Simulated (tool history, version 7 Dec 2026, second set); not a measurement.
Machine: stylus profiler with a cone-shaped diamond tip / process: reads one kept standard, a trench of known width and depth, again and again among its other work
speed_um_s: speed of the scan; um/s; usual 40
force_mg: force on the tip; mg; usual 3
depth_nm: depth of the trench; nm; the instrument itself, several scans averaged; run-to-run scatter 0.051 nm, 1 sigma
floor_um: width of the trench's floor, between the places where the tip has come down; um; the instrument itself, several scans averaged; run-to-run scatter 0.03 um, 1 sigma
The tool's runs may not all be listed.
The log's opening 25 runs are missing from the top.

run 26 hour=275.6 | speed_um_s=101 force_mg=2.47 | depth_nm=101.61 floor_um=26.91
run 27 hour=287.3 | speed_um_s=71 force_mg=1.13 | depth_nm=101.13 floor_um=26.93
run 28 hour=299.3 | speed_um_s=29 force_mg=3.1 | depth_nm=101.88 floor_um=27.45
run 29 hour=306.5 | speed_um_s=29 force_mg=3.1 | depth_nm=101.99 floor_um=27.53
run 30 hour=321.5 | speed_um_s=121 force_mg=3 | depth_nm=101.96 floor_um=26.86
run 31 hour=331.8 | speed_um_s=17 force_mg=2.27 | depth_nm=101.7 floor_um=27.45
run 32 hour=345.8 | speed_um_s=103 force_mg=5.33 | depth_nm=102.67 floor_um=27.15
run 33 hour=356.9 | speed_um_s=103 force_mg=4.92 | depth_nm=102.49 floor_um=27.07
run 34 hour=371.1 | speed_um_s=10 force_mg=2.36 | depth_nm=101.69 floor_um=27.48
run 35 hour=380.1 | speed_um_s=30 force_mg=1.18 | depth_nm=101.24 floor_um=27.31
run 36 hour=395 | speed_um_s=30 force_mg=1.18 | depth_nm=101.28 floor_um=27.31
run 37 hour=402.5 | speed_um_s=11 force_mg=3.96 | depth_nm=102.24 floor_um=27.49

Predict each of these 3 candidate next runs independently; none follows another, all start after run 37:
run A hour=416.6 | speed_um_s=156 force_mg=3 | depth_nm=? floor_um=?
run B hour=416.6 | speed_um_s=102 force_mg=1.25 | depth_nm=? floor_um=?
run C hour=416.6 | speed_um_s=40 force_mg=1.69 | depth_nm=? floor_um=?

run=A depth_nm=101.92 floor_um=26.69
run=B depth_nm=101.27 floor_um=26.65
run=C depth_nm=101.49 floor_um=27.29
With the hidden condition removed and each run's random variation left untouched, the same runs would have given:
run=A depth_nm=101.57 floor_um=27.13
run=B depth_nm=100.93 floor_um=27.09
run=C depth_nm=101.15 floor_um=27.73

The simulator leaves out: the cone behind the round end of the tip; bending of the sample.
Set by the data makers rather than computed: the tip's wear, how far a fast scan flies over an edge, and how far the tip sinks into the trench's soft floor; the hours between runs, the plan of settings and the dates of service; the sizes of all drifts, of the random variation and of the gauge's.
